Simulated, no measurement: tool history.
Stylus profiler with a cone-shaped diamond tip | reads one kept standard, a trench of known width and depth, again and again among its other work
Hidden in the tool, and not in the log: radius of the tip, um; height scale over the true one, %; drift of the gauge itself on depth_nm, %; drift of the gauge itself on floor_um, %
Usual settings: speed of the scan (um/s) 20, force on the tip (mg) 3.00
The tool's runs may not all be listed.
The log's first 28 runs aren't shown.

| run | hour | speed of the scan (um/s) | force on the tip (mg) | scans with this tip | hours of work since the height scale was calibrated | depth of the trench (angstrom) | width of the trench's floor (nm) |
|---|---|---|---|---|---|---|---|
| 29 | 1932.7 | 10 | 3.80 | 16137 | 1412 | 2036.5 | 48010 |
| 30 | 1971.9 | 8 | 6.00 | 16400 | 1435 | 2049.9 | 48010 |
| 31 | 2013.7 | 8 | 6.00 | 16679 | 1459 | 2050.6 | 47960 |
| 32 | 2077.1 | 62 | 6.57 | 17102 | 1496 | 2056.2 | 47920 |
| 33 | 2166.5 | 62 | 6.57 | 17700 | 1549 | 2053.6 | 47940 |
| 34 | 2258.8 | 62 | 6.57 | 18318 | 1603 | 2053.0 | 47950 |
| 35 | 2305.6 | 31 | 2.67 | 18631 | 1630 | 2029.5 | 47920 |
| 36 | 2385.0 | 8 | 8.85 | 19162 | 1677 | 2065.0 | 47980 |
| 37 | 2422.5 | 64 | 4.14 | 19413 | 1699 | 2038.2 | 47920 |
| 38 | 2491.1 | 64 | 4.14 | 19871 | 1739 | 2040.6 | 48000 |
| 39 | 2578.5 | 41 | 3.96 | 20455 | 1790 | 2036.5 | 48000 |
| 40 | 2648.0 | 20 | 3.87 | 20920 | 1831 | 2036.7 | 47980 |
| 41 | 2730.2 | 20 | 3.87 | 21470 | 1879 | 2036.9 | 48010 |
| 42 | 2819.3 | 22 | 8.15 | 22066 | 1931 | 2062.2 | 47990 |
| 43 | 2898.3 | 22 | 8.15 | 22594 | 1977 | 2062.9 | 47970 |
| 44 | 2937.8 | 36 | 2.79 | 22858 | 2000 | 2030.1 | 47920 |
| 45 | 3028.4 | 42 | 3.01 | 23464 | 2053 | 2030.9 | 47940 |

5 ways to go on from here, each from the tool as it stands after run 45. What would each give?
| A | 3104.9 | 13 | 1.28 | 23976 | 2098 | ? | ? |
| B | 3104.9 | 10 | 2.69 | 23976 | 2098 | ? | ? |
| C | 3104.9 | 35 | 1.51 | 23976 | 2098 | ? | ? |
| D | 3104.9 | 41 | 1.58 | 23976 | 2098 | ? | ? |
| E | 3104.9 | 58 | 1.88 | 23976 | 2098 | ? | ? |

| run | depth of the trench (angstrom) | width of the trench's floor (nm) |
|---|---|---|
| A | 2017.3 | 47970 |
| B | 2029.5 | 47980 |
| C | 2018.6 | 47940 |
| D | 2019.0 | 47910 |
| E | 2025.5 | 47890 |
Without the tool's hidden state the same runs would have given:
| run | depth of the trench (angstrom) | width of the trench's floor (nm) |
|---|---|---|
| A | 2017.7 | 48000 |
| B | 2030.0 | 48010 |
| C | 2019.0 | 47970 |
| D | 2019.4 | 47940 |
| E | 2026.0 | 47920 |
